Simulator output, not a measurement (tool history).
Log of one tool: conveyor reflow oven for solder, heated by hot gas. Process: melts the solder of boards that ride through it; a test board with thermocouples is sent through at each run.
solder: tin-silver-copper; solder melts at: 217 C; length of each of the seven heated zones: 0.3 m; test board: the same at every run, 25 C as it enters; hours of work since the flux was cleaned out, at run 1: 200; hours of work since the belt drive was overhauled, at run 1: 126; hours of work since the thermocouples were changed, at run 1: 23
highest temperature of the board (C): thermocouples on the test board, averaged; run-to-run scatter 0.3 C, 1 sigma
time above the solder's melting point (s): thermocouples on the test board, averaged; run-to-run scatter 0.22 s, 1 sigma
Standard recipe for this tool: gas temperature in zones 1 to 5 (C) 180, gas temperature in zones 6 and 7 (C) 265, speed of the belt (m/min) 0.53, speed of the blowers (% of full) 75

run	hour	gas temperature in zones 1 to 5 (C)	gas temperature in zones 6 and 7 (C)	speed of the belt (m/min)	speed of the blowers (% of full)	hours of work since the flux was cleaned out	hours of work since the belt drive was overhauled	hours of work since the thermocouples were changed	highest temperature of the board (C)	time above the solder's melting point (s)
1	0	180	265	0.53	75	200	126	23	252.2	53.7
2	7.6	180	265	0.53	75	204	131	27	252.7	53.7
3	15.8	180	265	0.474	75	209	136	32	255.2	62.6
4	25.6	180	265	0.474	75	215	141	38	255.7	62.7
5	35.5	180	265	0.474	75	221	147	44	255.5	62.5
6	43.6	180	265	0.53	75	225	152	48	252.6	53.8
7	50.2	180	265	0.547	75	229	156	52	251.9	51.2
8	58.7	180	265	0.547	75	234	161	57	251.9	51.3
9	65	182	265	0.53	75	238	165	61	253	54.4
10	73.9	180	265	0.53	73	243	170	66	252.4	53.4
11	83.3	180	265	0.53	73	249	176	72	252.6	52.8
12	88.5	180	265	0.53	73	252	179	75	252	52.8
13	94.7	180	265	0.53	73	256	182	79	251.7	53.1
14	103.2	180	265	0.53	73	261	187	84	252.3	53.3
15	107.5	180	265	0.53	73	263	190	86	252.4	53.2
16	112.7	182	260	0.53	86	266	193	89	250.3	53.7
17	119.7	182	271	0.64	75	271	197	94	252.5	43
18	129.8	180	278	0.496	75	276	203	99	265.4	64.5
19	134.9	180	278	0.496	75	279	206	102	265.9	64.1
20	140.8	180	253	0.53	75	283	210	106	241.8	45.7
21	147.4	180	253	0.53	75	287	213	110	242.4	46.1
22	152.5	180	253	0.53	75	290	216	113	242	45.6
23	157	180	253	0.53	75	293	219	116	242.1	46
24	166	167	253	0.53	75	298	225	121	239.3	39.5
25	174.7	180	265	0.521	75	303	230	126	253.1	54.4
26	185.1	189	279	0.53	75	309	236	132	266.1	63.1
27	189.3	189	279	0.53	75	312	238	135	266	62.9
28	197.6	180	273	0.53	69	317	243	140	257.4	56.2
29	203.4	180	273	0.53	69	320	247	143	257.6	56.3
30	209.5	187	265	0.53	76	324	250	147	253.6	56.6

Below, each run's measurement less what the same run would have read without the hidden state. Both values contain the same run-to-run variation, but the gauge's scatter may not be the same in both:
Unlogged tool condition in this case: heat that the gas passes to the board, % of a clean oven's; belt's true speed, % of the reading; true gas temperature in zones 6 and 7 over the reading, C; drift of the gauge itself on peak_c, C; drift of the gauge itself on liquid_s, %.
run	highest temperature of the board (C)	time above the solder's melting point (s)
1	-1.2	-1
2	-1.2	-1.1
3	-0.9	-1
4	-1	-1
5	-1	-1
6	-1.3	-1.2
7	-1.5	-1.3
8	-1.5	-1.3
9	-1.4	-1.2
10	-1.4	-1.3
11	-1.4	-1.3
12	-1.5	-1.4
13	-1.5	-1.4
14	-1.5	-1.4
15	-1.5	-1.4
16	-1.4	-1.5
17	-2.2	-1.6
18	-1.6	-0.9
19	-1.7	-0.9
20	-1.5	-2
21	-1.5	-2.1
22	-1.5	-2.1
23	-1.5	-2.1
24	-1.8	-2.6
25	-1.7	-1.5
26	-1.8	-0.7
27	-1.8	-0.7
28	-2	-1.4
29	-2	-1.4
30	-1.7	-1.4

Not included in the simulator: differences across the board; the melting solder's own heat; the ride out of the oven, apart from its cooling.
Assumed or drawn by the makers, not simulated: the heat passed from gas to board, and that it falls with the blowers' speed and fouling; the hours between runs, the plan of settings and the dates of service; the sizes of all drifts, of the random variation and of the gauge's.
